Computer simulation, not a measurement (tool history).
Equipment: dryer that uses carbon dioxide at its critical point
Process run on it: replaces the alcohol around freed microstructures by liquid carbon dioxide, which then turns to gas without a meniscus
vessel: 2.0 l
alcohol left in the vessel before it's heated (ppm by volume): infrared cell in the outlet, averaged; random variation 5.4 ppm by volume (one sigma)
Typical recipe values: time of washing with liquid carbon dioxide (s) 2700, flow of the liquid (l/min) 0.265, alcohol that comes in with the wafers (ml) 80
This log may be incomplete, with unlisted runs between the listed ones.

| run | hour | time of washing with liquid carbon dioxide (s) | flow of the liquid (l/min) | alcohol that comes in with the wafers (ml) | alcohol left in the vessel before it's heated (ppm by volume) |
|---|---|---|---|---|---|
| 1 | 0 | 2700 | 0.265 | 80 | 279 |
|  | 16.8 | inlet filter changed |
| 2 | 30.9 | 2700 | 0.265 | 80 | 171 |
| 3 | 55.5 | 2700 | 0.265 | 80 | 177 |
| 4 | 74.8 | 2700 | 0.265 | 37 | 101 |
| 5 | 96.4 | 2700 | 0.265 | 37 | 111 |
| 6 | 119.2 | 2700 | 0.265 | 37 | 125 |
| 7 | 143.8 | 2700 | 0.265 | 37 | 121 |
| 8 | 172.6 | 2700 | 0.265 | 37 | 136 |
| 9 | 185.8 | 2700 | 0.265 | 37 | 131 |
| 10 | 214.7 | 2700 | 0.265 | 37 | 144 |
| 11 | 245.5 | 2700 | 0.265 | 37 | 154 |
| 12 | 261.1 | 2700 | 0.265 | 54 | 213 |
| 13 | 288.2 | 1920 | 0.265 | 80 | 1076 |
|  | 301 | inlet filter changed |
| 14 | 310.2 | 2700 | 0.265 | 28 | 109 |
| 15 | 326.6 | 2700 | 0.265 | 42 | 133 |
| 16 | 342.2 | 4080 | 0.265 | 80 | 74 |
| 17 | 372.6 | 4080 | 0.265 | 80 | 87 |
| 18 | 395.4 | 2700 | 0.265 | 80 | 232 |
| 19 | 410 | 2700 | 0.265 | 80 | 235 |
| 20 | 426.5 | 2700 | 0.265 | 80 | 233 |
| 21 | 442.5 | 1620 | 0.265 | 80 | 1623 |
| 22 | 471.2 | 1620 | 0.265 | 80 | 1701 |
| 23 | 497.5 | 2700 | 0.265 | 80 | 277 |
| 24 | 518.9 | 2700 | 0.265 | 80 | 279 |
| 25 | 548.6 | 2700 | 0.265 | 80 | 303 |
| 26 | 562.7 | 1920 | 0.395 | 50 | 183 |
| 27 | 576.4 | 1920 | 0.395 | 50 | 178 |
|  | 586.4 | inlet filter changed |
| 28 | 598.6 | 4140 | 0.259 | 34 | 93 |
| 29 | 618.5 | 2220 | 0.259 | 51 | 347 |
| 30 | 638 | 2220 | 0.259 | 51 | 366 |
| 31 | 663.6 | 2640 | 0.291 | 63 | 162 |
| 32 | 685.7 | 2760 | 0.265 | 25 | 125 |
| 33 | 707.4 | 2820 | 0.384 | 21 | 100 |
| 34 | 721.4 | 2820 | 0.384 | 21 | 93 |
| 35 | 748.5 | 2820 | 0.202 | 21 | 238 |
| 36 | 776.1 | 1740 | 0.426 | 98 | 300 |
| 37 | 797.1 | 1740 | 0.426 | 98 | 303 |
| 38 | 817.9 | 1740 | 0.426 | 98 | 307 |
| 39 | 844.8 | 2040 | 0.265 | 80 | 901 |
| 40 | 868.4 | 2040 | 0.265 | 80 | 945 |
|  | 871.1 | inlet filter changed |
| 41 | 891.6 | 1920 | 0.186 | 42 | 1293 |
| 42 | 905 | 2700 | 0.313 | 21 | 118 |
| 43 | 919.9 | 2700 | 0.313 | 21 | 115 |
| 44 | 944 | 4200 | 0.313 | 21 | 105 |
| 45 | 967.6 | 2700 | 0.283 | 22 | 135 |
| 46 | 996.9 | 2940 | 0.247 | 73 | 251 |
| 47 | 1023.8 | 2280 | 0.255 | 39 | 355 |
| 48 | 1053.3 | 3420 | 0.206 | 39 | 212 |

Measured less the same run without the tool's hidden state. The same run-to-run variation is in both; the gauge's scatter may not be:
The tool's hidden condition here consists of: flow that reaches the vessel past the clogged filter, %; alcohol in the recycled carbon dioxide, ppm; drift of the gauge itself on alcohol_ppm, %.
| run | alcohol left in the vessel before it's heated (ppm by volume) |
|---|---|
| 1 | +146 |
| 2 | +41 |
| 3 | +51 |
| 4 | +48 |
| 5 | +53 |
| 6 | +61 |
| 7 | +64 |
| 8 | +73 |
| 9 | +76 |
| 10 | +83 |
| 11 | +95 |
| 12 | +118 |
| 13 | +422 |
| 14 | +59 |
| 15 | +65 |
| 16 | +60 |
| 17 | +61 |
| 18 | +95 |
| 19 | +102 |
| 20 | +108 |
| 21 | +350 |
| 22 | +418 |
| 23 | +144 |
| 24 | +153 |
| 25 | +177 |
| 26 | +126 |
| 27 | +127 |
| 28 | +78 |
| 29 | +96 |
| 30 | +109 |
| 31 | +94 |
| 32 | +92 |
| 33 | +85 |
| 34 | +86 |
| 35 | +126 |
| 36 | +162 |
| 37 | +169 |
| 38 | +182 |
| 39 | +379 |
| 40 | +419 |
| 41 | +124 |
| 42 | +100 |
| 43 | +101 |
| 44 | +103 |
| 45 | +108 |
| 46 | +139 |
| 47 | +166 |
| 48 | +141 |
